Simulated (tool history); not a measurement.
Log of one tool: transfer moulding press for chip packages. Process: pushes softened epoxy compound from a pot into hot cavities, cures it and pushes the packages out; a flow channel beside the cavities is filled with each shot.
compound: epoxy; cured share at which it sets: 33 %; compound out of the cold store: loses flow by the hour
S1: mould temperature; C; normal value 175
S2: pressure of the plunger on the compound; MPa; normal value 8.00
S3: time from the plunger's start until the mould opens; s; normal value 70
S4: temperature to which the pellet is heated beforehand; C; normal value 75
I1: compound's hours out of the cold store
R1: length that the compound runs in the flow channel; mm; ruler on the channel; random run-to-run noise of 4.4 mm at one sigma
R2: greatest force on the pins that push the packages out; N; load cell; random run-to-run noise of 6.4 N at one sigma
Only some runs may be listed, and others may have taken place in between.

Run 1, day 0.000: usual settings; I1 16.6. Result: R1 959 mm, R2 506 N.
At day 0.200: cavities cleaned with cleaning compound and waxed.
At day 0.642: plunger's sealing rings changed.
Run 2, day 1.067: usual settings; I1 8.1. Result: R1 1013 mm, R2 430 N.
Run 3, day 1.917: usual settings; I1 10.6. Result: R1 990 mm, R2 489 N.
At day 2.246: cavities cleaned with cleaning compound and waxed.
Run 4, day 2.375: usual settings; I1 37.6. Result: R1 911 mm, R2 280 N.
Run 5, day 2.879: usual settings; I1 24.5. Result: R1 950 mm, R2 388 N.
Run 6, day 3.767: usual settings; I1 39.2. Result: R1 905 mm, R2 450 N.
At day 4.217: cavities cleaned with cleaning compound and waxed.
Run 7, day 4.467: usual settings; I1 32.2. Result: R1 919 mm, R2 312 N.
Run 8, day 5.283: usual settings; I1 16.8. Result: R1 967 mm, R2 453 N.
Run 9, day 5.892: usual settings but S1 180 C; I1 31.7. Result: R1 913 mm, R2 378 N.
At day 6.204: cavities cleaned with cleaning compound and waxed.
Run 10, day 6.633: usual settings but S1 180 C; I1 11.7. Result: R1 964 mm, R2 281 N.
Run 11, day 7.483: usual settings; I1 22.9. Result: R1 935 mm, R2 453 N.
At day 8.171: cavities cleaned with cleaning compound and waxed.
Run 12, day 8.292: usual settings; I1 30.7. Result: R1 911 mm, R2 282 N.
Run 13, day 9.054: usual settings; I1 12.6. Result: R1 967 mm, R2 457 N.
Run 14, day 9.667: usual settings; I1 39.4. Result: R1 887 mm, R2 461 N.
At day 10.142: cavities cleaned with cleaning compound and waxed.
Run 15, day 10.646: usual settings but S2 9.94 MPa, S3 101 s; I1 12.6. Result: R1 1078 mm, R2 254 N.
Run 16, day 11.062: usual settings but S1 181 C, S2 7.13 MPa, S3 54 s, S4 81 C; I1 31.7. Result: R1 839 mm, R2 527 N.
At day 11.242: plunger's sealing rings changed.
Run 17, day 11.546: usual settings but S1 181 C, S2 9.42 MPa, S3 54 s, S4 69 C; I1 17.1. Result: R1 1031 mm, R2 647 N.
At day 12.242: cavities cleaned with cleaning compound and waxed.
Run 18, day 12.267: usual settings but S4 68 C; I1 8.2. Result: R1 1011 mm, R2 286 N.
Run 19, day 13.175: usual settings but S1 171 C, S2 7.40 MPa, S3 103 s, S4 73 C; I1 31.2. Result: R1 904 mm, R2 293 N.
Run 20, day 13.708: usual settings but S1 171 C, S2 7.40 MPa, S3 103 s, S4 73 C; I1 19.6. Result: R1 944 mm, R2 338 N.
At day 14.171: cavities cleaned with cleaning compound and waxed.
Run 21, day 14.188: usual settings but S1 171 C, S2 7.40 MPa, S3 103 s, S4 73 C; I1 20.6. Result: R1 935 mm, R2 172 N.
Run 22, day 15.075: usual settings but S1 171 C, S2 7.40 MPa, S3 103 s, S4 73 C; I1 36.3. Result: R1 882 mm, R2 292 N.
Run 23, day 15.500: usual settings but S1 171 C, S2 7.40 MPa, S3 73 s, S4 65 C; I1 29.9. Result: R1 903 mm, R2 536 N.
At day 16.150: cavities cleaned with cleaning compound and waxed.
Run 24, day 16.321: usual settings but S1 171 C, S2 7.40 MPa, S3 104 s, S4 65 C; I1 12.6. Result: R1 960 mm, R2 209 N.
Run 25, day 16.971: usual settings but S1 171 C, S2 7.40 MPa, S3 104 s, S4 65 C; I1 30.1. Result: R1 901 mm, R2 280 N.
Run 26, day 17.538: usual settings but S1 177 C, S3 52 s; I1 22.4. Result: R1 941 mm, R2 881 N.
Run 27, day 17.925: usual settings but S1 177 C, S3 52 s; I1 36.6. Result: R1 884 mm, R2 913 N.

Below, some changes in R1 between adjacent runs. For each, the amount present without the hidden state too (settings, incoming material, random variation) and the amount remaining for the hidden state with gauge scatter not shared by both compared results:
The tool's hidden condition here consists of: true mould temperature over the reading, C; pressure that reaches the compound, % of what is set; grip of the stained cavities, % over clean ones'; drift of the gauge itself on flow_mm, %; drift of the gauge itself on push_out_n, %.
Run 1 -> 2: cavities cleaned with cleaning compound and waxed, plunger's sealing rings changed. R1 +54 mm: hidden state +24, all else +30.
Run 15 -> 16: S1 175 -> 181, S2 9.94 -> 7.13, S3 101 -> 54, S4 75 -> 81. R1 -239 mm: hidden state +7, all else -246.
Run 16 -> 17: S2 7.13 -> 9.42, S4 81 -> 69, plunger's sealing rings changed. R1 +192 mm: hidden state +23, all else +169.
